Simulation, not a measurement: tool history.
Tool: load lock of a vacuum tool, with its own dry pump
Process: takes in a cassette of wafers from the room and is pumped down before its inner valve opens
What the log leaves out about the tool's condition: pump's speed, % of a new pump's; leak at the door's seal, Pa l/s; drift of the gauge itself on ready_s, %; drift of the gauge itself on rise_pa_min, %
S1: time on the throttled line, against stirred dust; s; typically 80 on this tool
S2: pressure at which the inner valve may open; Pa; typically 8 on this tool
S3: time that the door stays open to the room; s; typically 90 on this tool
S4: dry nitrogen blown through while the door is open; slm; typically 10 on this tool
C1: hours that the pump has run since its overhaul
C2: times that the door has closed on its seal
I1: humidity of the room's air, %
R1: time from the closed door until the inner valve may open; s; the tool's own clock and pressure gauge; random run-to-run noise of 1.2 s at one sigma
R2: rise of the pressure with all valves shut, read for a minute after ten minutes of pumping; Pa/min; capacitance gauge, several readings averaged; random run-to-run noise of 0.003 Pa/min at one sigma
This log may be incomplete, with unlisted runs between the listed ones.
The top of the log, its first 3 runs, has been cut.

| run | hour | S1 | S2 | S3 | S4 | C1 | C2 | I1 | R1 | R2 |
|---|---|---|---|---|---|---|---|---|---|---|
| 4 | 240.8 | 80 | 8 | 90 | 10 | 5934 | 3533 | 46.7 | 190.7 | 0.041 |
| 5 | 305 | 80 | 8 | 90 | 10 | 5998 | 3694 | 40.2 | 188.9 | 0.035 |
| 6 | 357.3 | 80 | 7 | 90 | 10 | 6050 | 3825 | 47.7 | 194.7 | 0.039 |
| 7 | 415.5 | 80 | 7 | 90 | 10 | 6109 | 3971 | 45.2 | 193 | 0.04 |
| 8 | 495.9 | 80 | 8 | 90 | 10 | 6189 | 4173 | 46.5 | 191 | 0.039 |
| 9 | 601.9 | 80 | 8 | 90 | 10 | 6295 | 4438 | 46 | 193.5 | 0.037 |
| 10 | 693.9 | 80 | 8 | 90 | 10 | 6387 | 4669 | 42.9 | 190.4 | 0.039 |
| 11 | 787 | 80 | 8 | 90 | 10 | 6480 | 4902 | 43.7 | 192.5 | 0.047 |
| 12 | 866.4 | 80 | 8 | 90 | 10 | 6560 | 5101 | 46.5 | 191.1 | 0.042 |
| 13 | 919.6 | 80 | 8 | 90 | 12 | 6613 | 5235 | 41.5 | 194.9 | 0.038 |
| 14 | 992.5 | 80 | 8 | 90 | 8 | 6686 | 5417 | 42.6 | 193.5 | 0.042 |
| 15 | 1044.6 | 80 | 8 | 90 | 8 | 6738 | 5548 | 44.7 | 192.1 | 0.042 |
| 16 | 1124.3 | 80 | 8 | 90 | 8 | 6817 | 5748 | 46.2 | 191.3 | 0.047 |
| 17 | 1191.1 | 129 | 8 | 90 | 10 | 6884 | 5915 | 46.8 | 228.6 | 0.049 |
| 18 | 1280.6 | 129 | 7 | 90 | 10 | 6974 | 6140 | 45.7 | 233.4 | 0.048 |
| 19 | 1386.3 | 80 | 8 | 90 | 9 | 7079 | 6405 | 47 | 190.7 | 0.046 |
| 20 | 1492.1 | 51 | 8 | 90 | 9 | 7185 | 6670 | 44.4 | 171.1 | 0.046 |
| 21 | 1547.3 | 105 | 8 | 90 | 10 | 7240 | 6808 | 46 | 212 | 0.046 |
| 22 | 1654.6 | 105 | 8 | 90 | 10 | 7348 | 7077 | 39.2 | 211 | 0.044 |
| 23 | 1748.7 | 105 | 14 | 90 | 36 | 7442 | 7313 | 44.9 | 202.6 | 0.034 |
| 24 | 1818.6 | 80 | 7 | 90 | 10 | 7512 | 7488 | 46 | 194.5 | 0.045 |
| 25 | 1869.4 | 80 | 14 | 90 | 25 | 7563 | 7616 | 44.9 | 184.1 | 0.045 |

Run 26 has not been measured yet. What should we expect?
| 26 | 1960.1 | 147 | 11 | 90 | 10 | 7653 | 7843 | 43.8 | ? | ? |

Run 26 gave R1 237.6 s, R2 0.054 Pa/min.
With no hidden state in the tool, this same run would have given R1 231.4 s, R2 0.031 Pa/min.
